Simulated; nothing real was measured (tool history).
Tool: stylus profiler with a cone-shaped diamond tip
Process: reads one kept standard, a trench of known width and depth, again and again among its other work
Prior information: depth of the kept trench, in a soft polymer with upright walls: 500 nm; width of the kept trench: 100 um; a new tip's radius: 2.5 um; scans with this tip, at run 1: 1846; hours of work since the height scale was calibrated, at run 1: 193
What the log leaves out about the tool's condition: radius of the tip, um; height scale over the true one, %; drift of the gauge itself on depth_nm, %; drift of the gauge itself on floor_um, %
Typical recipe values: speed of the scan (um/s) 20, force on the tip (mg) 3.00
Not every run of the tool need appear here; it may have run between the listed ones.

| run | hour | speed of the scan (um/s) | force on the tip (mg) | scans with this tip | hours of work since the height scale was calibrated | depth of the trench (Å) | width of the trench's floor (um) |
|---|---|---|---|---|---|---|---|
| 1 | 0.0 | 20 | 3.00 | 1846 | 193 | 5083.9 | 96.68 |
| 2 | 19.6 | 63 | 3.00 | 1970 | 207 | 5083.8 | 96.34 |
| 3 | 40.8 | 63 | 3.00 | 2106 | 221 | 5087.9 | 96.42 |
| 4 | 66.1 | 63 | 3.00 | 2267 | 238 | 5086.0 | 96.42 |
| 5 | 87.8 | 63 | 5.51 | 2405 | 252 | 5127.4 | 96.48 |
| 6 | 101.9 | 63 | 5.51 | 2495 | 262 | 5125.3 | 96.48 |
| 7 | 122.1 | 20 | 3.00 | 2624 | 275 | 5085.9 | 96.66 |
| 8 | 142.0 | 20 | 3.00 | 2751 | 288 | 5085.5 | 96.63 |
| 9 | 159.8 | 20 | 1.93 | 2864 | 300 | 5066.0 | 96.62 |
| 10 | 176.5 | 20 | 1.93 | 2971 | 311 | 5064.5 | 96.57 |
| 11 | 195.6 | 20 | 1.93 | 3092 | 324 | 5065.7 | 96.52 |
| 12 | 210.2 | 20 | 1.93 | 3185 | 334 | 5065.9 | 96.51 |
| 13 | 234.0 | 20 | 1.93 | 3337 | 350 | 5068.5 | 96.54 |
| 14 | 249.4 | 20 | 1.93 | 3435 | 360 | 5065.9 | 96.48 |
| 15 | 268.7 | 20 | 3.78 | 3558 | 373 | 5100.0 | 96.54 |
| 16 | 291.5 | 20 | 3.78 | 3704 | 388 | 5101.1 | 96.59 |
| 17 | 317.2 | 20 | 3.78 | 3867 | 405 | 5099.3 | 96.58 |
| 18 | 332.1 | 60 | 1.19 | 3962 | 415 | 5048.8 | 96.09 |
| 19 | 354.0 | 18 | 8.24 | 4102 | 430 | 5165.9 | 96.58 |
| 20 | 369.4 | 18 | 8.24 | 4200 | 440 | 5162.6 | 96.55 |
| 21 | 393.6 | 18 | 8.24 | 4354 | 456 | 5165.5 | 96.53 |
| 22 | 404.4 | 18 | 8.24 | 4423 | 464 | 5166.8 | 96.56 |
| 23 | 422.8 | 18 | 8.24 | 4540 | 476 | 5166.6 | 96.58 |
| 24 | 446.1 | 18 | 8.24 | 4689 | 491 | 5169.1 | 96.54 |
| 25 | 464.2 | 32 | 1.04 | 4804 | 504 | 5049.6 | 96.30 |
| 26 | 489.6 | 19 | 4.09 | 4966 | 521 | 5108.6 | 96.50 |
| 27 | 508.2 | 18 | 1.41 | 5084 | 533 | 5058.4 | 96.40 |
| 28 | 532.1 | 18 | 1.41 | 5237 | 549 | 5057.7 | 96.38 |
| 29 | 553.2 | 18 | 1.41 | 5371 | 563 | 5060.5 | 96.38 |
| 30 | 566.3 | 20 | 5.60 | 5454 | 572 | 5132.5 | 96.38 |
| 31 | 578.3 | 20 | 5.60 | 5531 | 580 | 5132.0 | 96.45 |
| 32 | 601.1 | 14 | 2.79 | 5676 | 595 | 5088.7 | 96.45 |

Alternative continuations, all from the tool just after run 32; predict every row:
| A | 614.5 | 25 | 1.83 | 5762 | 604 | ? | ? |
| B | 614.5 | 19 | 6.70 | 5762 | 604 | ? | ? |
| C | 614.5 | 9 | 3.00 | 5762 | 604 | ? | ? |
| D | 614.5 | 56 | 8.81 | 5762 | 604 | ? | ? |

| run | depth of the trench (Å) | width of the trench's floor (um) |
|---|---|---|
| A | 5069.2 | 96.38 |
| B | 5149.5 | 96.47 |
| C | 5090.5 | 96.46 |
| D | 5177.0 | 96.29 |
With the hidden condition removed and each run's random variation left untouched, the same runs would have given:
| run | depth of the trench (Å) | width of the trench's floor (um) |
|---|---|---|
| A | 5057.5 | 96.86 |
| B | 5137.6 | 96.94 |
| C | 5078.7 | 96.94 |
| D | 5165.0 | 96.77 |
